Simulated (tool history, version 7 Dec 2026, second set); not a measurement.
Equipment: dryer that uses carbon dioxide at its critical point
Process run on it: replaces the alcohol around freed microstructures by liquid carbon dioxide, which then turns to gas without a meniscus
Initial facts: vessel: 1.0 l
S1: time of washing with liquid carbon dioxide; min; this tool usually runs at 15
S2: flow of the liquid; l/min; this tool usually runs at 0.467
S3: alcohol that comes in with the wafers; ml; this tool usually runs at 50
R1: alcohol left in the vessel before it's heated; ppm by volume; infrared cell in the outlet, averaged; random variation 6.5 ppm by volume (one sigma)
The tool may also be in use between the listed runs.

run    hour  S1     S2  S3    R1
  1     0.0  15  0.467  50   347
  2    28.3  15  0.467  50   374
  3    51.2  15  0.467  50   384
  4    69.3  15  0.467  50   394
  5    88.2  15  0.467  50   410
  6   117.0  21  0.467  50    90
  7   148.8  21  0.467  50    92
  8   167.8  21  0.467  50    94
      175.3  -- purifier's bed changed
  9   187.8  21  0.467  50    69
 10   213.7  15  0.766  50    30
 11   235.3  15  0.766  50    27
 12   251.2  15  0.766  50    30
 13   282.4  15  0.766  50    34
 14   301.0  15  0.766  50    37
 15   326.1  15  0.467  50   528
 16   352.4  15  0.467  50   561
 17   373.5  15  0.467  50   576
 18   395.9  15  0.467  50   591
 19   427.9  15  0.657  50   127
      441.2  -- inlet filter changed
 20   444.8  11  0.467  50  1141
 21   480.0  15  0.467  50   315
 22   508.7  15  0.467  50   318
 23   544.3  15  0.467  50   352
 24   579.9  15  0.363  75  1595
 25   610.8  15  0.363  75  1632
 26   645.3  17  0.463  84   375
 27   669.5  17  0.463  84   383
 28   695.3  20  0.688  36    21
 29   713.4  17  0.693  40    40
 30   737.5  17  0.693  40    36
 31   753.2  14  0.467  81  1011
 32   772.5  14  0.467  81  1044
 33   802.5  14  0.467  81  1085
 34   831.0  14  0.467  81  1113
 35   850.8  13  0.423  30   833
 36   883.9  13  0.423  92  2583
 37   915.2  10  0.467  50  2476
 38   948.4  13  0.515  22   332
 39   970.4  11  0.288  50  6682
 40   987.5  15  0.445  54   849
      998.4  -- inlet filter changed
 41  1005.5  15  0.445  54   419
 42  1030.6  21  0.467  50    72
 43  1059.5  11  0.526  43   663
 44  1088.4  17  0.297  24   644
 45  1110.8  17  0.297  24   666
 46  1134.1  15  0.638  50    93

Forecast each of these 3 alternatives for the next run:
  A  1158.1  15  0.374  76   ?
  B  1158.1  22  0.467  50   ?
  C  1158.1  15  0.638  28   ?

run    R1
  A  1429
  B    60
  C    68
Without the tool's unlogged condition, the same runs would have read:
run    R1
  A  1139
  B    17
  C    27

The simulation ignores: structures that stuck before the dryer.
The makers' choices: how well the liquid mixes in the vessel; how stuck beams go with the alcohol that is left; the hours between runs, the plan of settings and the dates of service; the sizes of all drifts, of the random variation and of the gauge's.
